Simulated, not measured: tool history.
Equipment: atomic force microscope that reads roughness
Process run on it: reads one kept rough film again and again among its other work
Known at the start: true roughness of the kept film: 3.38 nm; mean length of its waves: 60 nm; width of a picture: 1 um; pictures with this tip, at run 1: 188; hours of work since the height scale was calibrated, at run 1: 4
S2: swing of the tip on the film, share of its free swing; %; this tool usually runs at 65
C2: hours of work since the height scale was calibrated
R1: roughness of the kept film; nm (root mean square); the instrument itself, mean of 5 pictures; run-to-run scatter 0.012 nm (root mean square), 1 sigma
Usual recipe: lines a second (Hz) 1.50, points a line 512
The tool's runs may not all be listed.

{"run": 1, "hour": 0.0, "lines a second (Hz)": 1.5, "S2": 65, "points a line": 512, "pictures with this tip": 188, "C2": 4, "R1": 3.12}
{"run": 2, "hour": 9.2, "lines a second (Hz)": 1.5, "S2": 65, "points a line": 512, "pictures with this tip": 203, "C2": 8, "R1": 3.134}
{"hour": 14.1, "done": "new tip fitted"}
{"run": 3, "hour": 18.5, "lines a second (Hz)": 1.5, "S2": 65, "points a line": 512, "pictures with this tip": 7, "C2": 12, "R1": 3.129}
{"run": 4, "hour": 27.4, "lines a second (Hz)": 1.5, "S2": 65, "points a line": 512, "pictures with this tip": 21, "C2": 16, "R1": 3.131}
{"run": 5, "hour": 32.3, "lines a second (Hz)": 1.5, "S2": 67, "points a line": 512, "pictures with this tip": 29, "C2": 19, "R1": 3.126}
{"run": 6, "hour": 43.9, "lines a second (Hz)": 1.5, "S2": 67, "points a line": 512, "pictures with this tip": 48, "C2": 24, "R1": 3.11}
{"run": 7, "hour": 53.6, "lines a second (Hz)": 1.5, "S2": 65, "points a line": 512, "pictures with this tip": 63, "C2": 29, "R1": 3.142}
{"run": 8, "hour": 63.9, "lines a second (Hz)": 1.76, "S2": 65, "points a line": 512, "pictures with this tip": 80, "C2": 34, "R1": 3.112}
{"run": 9, "hour": 74.5, "lines a second (Hz)": 1.76, "S2": 65, "points a line": 512, "pictures with this tip": 97, "C2": 39, "R1": 3.106}
{"run": 10, "hour": 81.9, "lines a second (Hz)": 1.76, "S2": 65, "points a line": 512, "pictures with this tip": 109, "C2": 43, "R1": 3.1}
{"run": 11, "hour": 89.2, "lines a second (Hz)": 1.5, "S2": 65, "points a line": 498, "pictures with this tip": 120, "C2": 46, "R1": 3.131}
{"run": 12, "hour": 97.0, "lines a second (Hz)": 1.5, "S2": 65, "points a line": 498, "pictures with this tip": 133, "C2": 50, "R1": 3.154}
{"run": 13, "hour": 102.7, "lines a second (Hz)": 1.91, "S2": 65, "points a line": 512, "pictures with this tip": 142, "C2": 53, "R1": 3.076}
{"run": 14, "hour": 113.3, "lines a second (Hz)": 1.5, "S2": 65, "points a line": 512, "pictures with this tip": 159, "C2": 58, "R1": 3.153}
{"run": 15, "hour": 124.2, "lines a second (Hz)": 1.5, "S2": 65, "points a line": 512, "pictures with this tip": 176, "C2": 63, "R1": 3.141}
{"run": 16, "hour": 130.4, "lines a second (Hz)": 1.5, "S2": 65, "points a line": 512, "pictures with this tip": 186, "C2": 66, "R1": 3.124}
{"run": 17, "hour": 138.0, "lines a second (Hz)": 1.5, "S2": 65, "points a line": 512, "pictures with this tip": 199, "C2": 69, "R1": 3.143}
{"run": 18, "hour": 143.9, "lines a second (Hz)": 1.5, "S2": 65, "points a line": 292, "pictures with this tip": 208, "C2": 72, "R1": 3.141}
{"hour": 146.1, "done": "new tip fitted"}
{"run": 19, "hour": 153.3, "lines a second (Hz)": 1.5, "S2": 65, "points a line": 292, "pictures with this tip": 11, "C2": 77, "R1": 3.141}
{"run": 20, "hour": 160.4, "lines a second (Hz)": 1.5, "S2": 65, "points a line": 292, "pictures with this tip": 23, "C2": 80, "R1": 3.135}
{"run": 21, "hour": 170.6, "lines a second (Hz)": 0.99, "S2": 65, "points a line": 512, "pictures with this tip": 39, "C2": 85, "R1": 3.206}
{"run": 22, "hour": 176.9, "lines a second (Hz)": 0.99, "S2": 65, "points a line": 512, "pictures with this tip": 49, "C2": 88, "R1": 3.187}
{"run": 23, "hour": 182.1, "lines a second (Hz)": 1.41, "S2": 65, "points a line": 512, "pictures with this tip": 58, "C2": 90, "R1": 3.141}
{"run": 24, "hour": 188.7, "lines a second (Hz)": 1.41, "S2": 65, "points a line": 512, "pictures with this tip": 68, "C2": 94, "R1": 3.141}
{"run": 25, "hour": 198.5, "lines a second (Hz)": 1.41, "S2": 65, "points a line": 512, "pictures with this tip": 84, "C2": 98, "R1": 3.126}
{"run": 26, "hour": 206.3, "lines a second (Hz)": 1.41, "S2": 65, "points a line": 512, "pictures with this tip": 96, "C2": 102, "R1": 3.159}
{"run": 27, "hour": 214.2, "lines a second (Hz)": 1.5, "S2": 65, "points a line": 512, "pictures with this tip": 109, "C2": 106, "R1": 3.163}
{"run": 28, "hour": 220.6, "lines a second (Hz)": 0.81, "S2": 67, "points a line": 512, "pictures with this tip": 119, "C2": 109, "R1": 3.189}
{"run": 29, "hour": 228.7, "lines a second (Hz)": 0.81, "S2": 67, "points a line": 512, "pictures with this tip": 132, "C2": 113, "R1": 3.192}
{"run": 30, "hour": 240.0, "lines a second (Hz)": 2.66, "S2": 68, "points a line": 260, "pictures with this tip": 150, "C2": 118, "R1": 2.975}
{"run": 31, "hour": 251.0, "lines a second (Hz)": 2.66, "S2": 68, "points a line": 260, "pictures with this tip": 168, "C2": 123, "R1": 2.968}
{"run": 32, "hour": 261.2, "lines a second (Hz)": 2.14, "S2": 59, "points a line": 260, "pictures with this tip": 185, "C2": 128, "R1": 3.147}
{"run": 33, "hour": 269.4, "lines a second (Hz)": 2.14, "S2": 59, "points a line": 260, "pictures with this tip": 198, "C2": 132, "R1": 3.145}
{"hour": 277.5, "done": "new tip fitted"}
{"run": 34, "hour": 278.1, "lines a second (Hz)": 2.05, "S2": 78, "points a line": 990, "pictures with this tip": 1, "C2": 136, "R1": 2.924}
{"run": 35, "hour": 284.3, "lines a second (Hz)": 3.39, "S2": 65, "points a line": 512, "pictures with this tip": 11, "C2": 139, "R1": 2.985}
{"run": 36, "hour": 289.5, "lines a second (Hz)": 3.39, "S2": 65, "points a line": 512, "pictures with this tip": 19, "C2": 142, "R1": 2.967}
{"run": 37, "hour": 297.7, "lines a second (Hz)": 0.55, "S2": 65, "points a line": 294, "pictures with this tip": 32, "C2": 146, "R1": 3.233}
{"run": 38, "hour": 308.4, "lines a second (Hz)": 1.73, "S2": 70, "points a line": 294, "pictures with this tip": 49, "C2": 151, "R1": 3.062}
{"run": 39, "hour": 318.1, "lines a second (Hz)": 0.52, "S2": 69, "points a line": 717, "pictures with this tip": 65, "C2": 155, "R1": 3.204}
{"run": 40, "hour": 327.4, "lines a second (Hz)": 0.52, "S2": 69, "points a line": 534, "pictures with this tip": 80, "C2": 160, "R1": 3.208}
{"run": 41, "hour": 335.4, "lines a second (Hz)": 1.26, "S2": 65, "points a line": 966, "pictures with this tip": 93, "C2": 164, "R1": 3.138}
{"run": 42, "hour": 346.7, "lines a second (Hz)": 3.18, "S2": 56, "points a line": 308, "pictures with this tip": 111, "C2": 169, "R1": 3.106}
{"run": 43, "hour": 357.3, "lines a second (Hz)": 2.43, "S2": 59, "points a line": 628, "pictures with this tip": 128, "C2": 174, "R1": 3.127}
{"run": 44, "hour": 366.9, "lines a second (Hz)": 2.43, "S2": 59, "points a line": 628, "pictures with this tip": 143, "C2": 179, "R1": 3.12}
{"run": 45, "hour": 374.9, "lines a second (Hz)": 2.43, "S2": 59, "points a line": 628, "pictures with this tip": 156, "C2": 183, "R1": 3.13}
{"run": 46, "hour": 384.0, "lines a second (Hz)": 1.26, "S2": 59, "points a line": 628, "pictures with this tip": 171, "C2": 187, "R1": 3.2}
{"run": 47, "hour": 388.8, "lines a second (Hz)": 1.26, "S2": 59, "points a line": 628, "pictures with this tip": 179, "C2": 189, "R1": 3.186}
{"run": 48, "hour": 398.4, "lines a second (Hz)": 1.46, "S2": 58, "points a line": 970, "pictures with this tip": 194, "C2": 194, "R1": 3.174}
{"hour": 409.1, "done": "new tip fitted"}
{"run": 49, "hour": 409.1, "lines a second (Hz)": 1.46, "S2": 58, "points a line": 970, "pictures with this tip": 0, "C2": 199, "R1": 3.202}
{"run": 50, "hour": 417.2, "lines a second (Hz)": 1.46, "S2": 70, "points a line": 882, "pictures with this tip": 13, "C2": 203, "R1": 3.09}
{"run": 51, "hour": 426.5, "lines a second (Hz)": 2.4, "S2": 55, "points a line": 512, "pictures with this tip": 28, "C2": 207, "R1": 3.184}
{"run": 52, "hour": 431.6, "lines a second (Hz)": 2.47, "S2": 84, "points a line": 527, "pictures with this tip": 36, "C2": 210, "R1": 2.706}
{"run": 53, "hour": 439.7, "lines a second (Hz)": 1.57, "S2": 90, "points a line": 527, "pictures with this tip": 49, "C2": 213, "R1": 2.785}

Below are 4 alternative next runs, each starting from the tool's condition after run 53. Predict each:
{"run": "A", "hour": 448.7, "lines a second (Hz)": 2.45, "S2": 78, "points a line": 377, "pictures with this tip": 64, "C2": 218, "R1": "?"}
{"run": "B", "hour": 448.7, "lines a second (Hz)": 1.5, "S2": 80, "points a line": 512, "pictures with this tip": 64, "C2": 218, "R1": "?"}
{"run": "C", "hour": 448.7, "lines a second (Hz)": 0.92, "S2": 65, "points a line": 512, "pictures with this tip": 64, "C2": 218, "R1": "?"}
{"run": "D", "hour": 448.7, "lines a second (Hz)": 1.57, "S2": 86, "points a line": 349, "pictures with this tip": 64, "C2": 218, "R1": "?"}

run=A R1=2.847
run=B R1=2.977
run=C R1=3.196
run=D R1=2.872
Without the tool's hidden state the same runs would have given:
run=A R1=2.850
run=B R1=2.980
run=C R1=3.199
run=D R1=2.875
